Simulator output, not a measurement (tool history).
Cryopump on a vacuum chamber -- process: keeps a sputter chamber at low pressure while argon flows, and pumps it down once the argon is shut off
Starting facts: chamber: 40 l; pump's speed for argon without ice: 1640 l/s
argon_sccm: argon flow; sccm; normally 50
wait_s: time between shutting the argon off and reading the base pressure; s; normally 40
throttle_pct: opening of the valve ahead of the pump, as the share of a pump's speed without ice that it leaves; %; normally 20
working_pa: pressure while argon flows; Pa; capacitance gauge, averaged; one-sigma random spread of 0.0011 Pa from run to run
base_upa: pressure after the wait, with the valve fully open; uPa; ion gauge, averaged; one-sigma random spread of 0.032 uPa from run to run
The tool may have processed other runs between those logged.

Run 1, day 0: usual settings. Result: working_pa 0.2744 Pa, base_upa 1.73 uPa.
Run 2, day 1.796: usual settings. Result: working_pa 0.2764 Pa, base_upa 1.72 uPa.
Run 3, day 3.338: usual settings. Result: working_pa 0.2755 Pa, base_upa 1.77 uPa.
At day 3.842: pump warmed up, emptied and cooled again.
Run 4, day 4.712: usual settings but wait_s 215 s. Result: working_pa 0.2583 Pa, base_upa 0.5 uPa.
Run 5, day 6.304: usual settings but wait_s 215 s. Result: working_pa 0.2616 Pa, base_upa 0.51 uPa.
Run 6, day 7.483: usual settings but wait_s 215 s. Result: working_pa 0.2586 Pa, base_upa 0.49 uPa.
Run 7, day 9.362: usual settings. Result: working_pa 0.2619 Pa, base_upa 1.71 uPa.
Run 8, day 10.275: usual settings. Result: working_pa 0.2594 Pa, base_upa 1.62 uPa.
Run 9, day 11.146: usual settings. Result: working_pa 0.2609 Pa, base_upa 1.7 uPa.
Run 10, day 12.788: usual settings. Result: working_pa 0.2624 Pa, base_upa 1.74 uPa.
Run 11, day 13.667: usual settings but argon_sccm 68 sccm, wait_s 165 s, throttle_pct 31 %. Result: working_pa 0.2326 Pa, base_upa 0.6 uPa.
Run 12, day 14.783: usual settings but wait_s 75 s. Result: working_pa 0.2622 Pa, base_upa 1.03 uPa.
Run 13, day 16.008: usual settings but argon_sccm 22 sccm, wait_s 75 s, throttle_pct 58 %. Result: working_pa 0.0408 Pa, base_upa 1 uPa.
Run 14, day 17.854: usual settings but argon_sccm 59 sccm, wait_s 56 s, throttle_pct 58 %. Result: working_pa 0.1118 Pa, base_upa 1.33 uPa.
Run 15, day 18.729: usual settings but argon_sccm 49 sccm, wait_s 78 s, throttle_pct 52 %. Result: working_pa 0.1038 Pa, base_upa 0.99 uPa.
Run 16, day 19.596: usual settings but argon_sccm 49 sccm, wait_s 78 s, throttle_pct 52 %. Result: working_pa 0.1025 Pa, base_upa 1.02 uPa.
Run 17, day 20.767: usual settings but argon_sccm 49 sccm, wait_s 51 s, throttle_pct 52 %. Result: working_pa 0.1045 Pa, base_upa 1.4 uPa.
Run 18, day 22.396: usual settings but argon_sccm 78 sccm, throttle_pct 43 %. Result: working_pa 0.199 Pa, base_upa 1.69 uPa.
Run 19, day 23.329: usual settings but argon_sccm 31 sccm, wait_s 48 s, throttle_pct 26 %. Result: working_pa 0.1276 Pa, base_upa 1.52 uPa.
Run 20, day 24.358: usual settings but argon_sccm 36 sccm, wait_s 46 s, throttle_pct 26 %. Result: working_pa 0.1502 Pa, base_upa 1.49 uPa.

3 ways to go on from here, each from the tool as it stands after run 20. What would each give?
Run A, day 25.871: usual settings but argon_sccm 25 sccm, wait_s 49 s, throttle_pct 29 %. Result: working_pa ?, base_upa ?.
Run B, day 25.871: usual settings but argon_sccm 31 sccm, wait_s 192 s. Result: working_pa ?, base_upa ?.
Run C, day 25.871: usual settings but wait_s 189 s, throttle_pct 19 %. Result: working_pa ?, base_upa ?.

run  working_pa  base_upa
  A      0.0938      1.44
  B      0.1654      0.59
  C      0.2799      0.59
With no hidden state in the tool, these same runs would have given:
run  working_pa  base_upa
  A       0.089      1.34
  B      0.1595      0.49
  C      0.2704       0.5
